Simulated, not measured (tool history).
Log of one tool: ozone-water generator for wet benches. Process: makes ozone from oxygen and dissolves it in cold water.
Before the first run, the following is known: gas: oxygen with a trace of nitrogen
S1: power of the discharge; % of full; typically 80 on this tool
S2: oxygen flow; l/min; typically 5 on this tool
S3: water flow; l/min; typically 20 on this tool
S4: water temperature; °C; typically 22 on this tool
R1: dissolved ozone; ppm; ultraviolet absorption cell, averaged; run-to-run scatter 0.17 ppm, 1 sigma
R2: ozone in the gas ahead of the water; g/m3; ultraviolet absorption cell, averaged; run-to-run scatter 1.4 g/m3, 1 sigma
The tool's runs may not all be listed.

run	hour	S1	S2	S3	S4	R1	R2
1	0	80	5	20	22	18	220.7
2	94.4	80	5	20	22	17.8	219.8
3	225.6	87	5	20	22	18.9	231.6
4	302.7	87	5	20	22	18.9	230.9
5	383	87	5	20	18	20	227
# hour 391.2: water thermometer calibrated
6	482.4	80	5	20	22	17.9	218.9
7	654	80	5	20	22	17.5	217.8
8	742.3	80	2.61	20	22	17.8	325.9
# hour 778.4: water thermometer calibrated, once more
9	827	80	2.61	20	22	17.8	326.7
10	906.2	80	2.61	20	27	16.8	328.2
11	1041.4	80	3.67	19	22	18.7	261.8
12	1199.5	47	7.12	24	18	10.9	123.1
13	1277	80	5	21	22	16.5	212.8
14	1447.8	80	5	25	20	14.7	211.7

Branching from run 14: 3 alternative next runs. What would each branch give?
A	1544	80	7.64	25	20	?	?
B	1544	84	3.02	16	22	?	?
C	1544	69	8.69	15	20	?	?

run	R1	R2
A	14	161.5
B	21.6	299.5
C	17.4	135.3
The same runs, with their run-to-run variation unchanged, on a tool lacking any hidden condition would have given:
run	R1	R2
A	19	202.3
B	29.3	377.9
C	22.9	166.2

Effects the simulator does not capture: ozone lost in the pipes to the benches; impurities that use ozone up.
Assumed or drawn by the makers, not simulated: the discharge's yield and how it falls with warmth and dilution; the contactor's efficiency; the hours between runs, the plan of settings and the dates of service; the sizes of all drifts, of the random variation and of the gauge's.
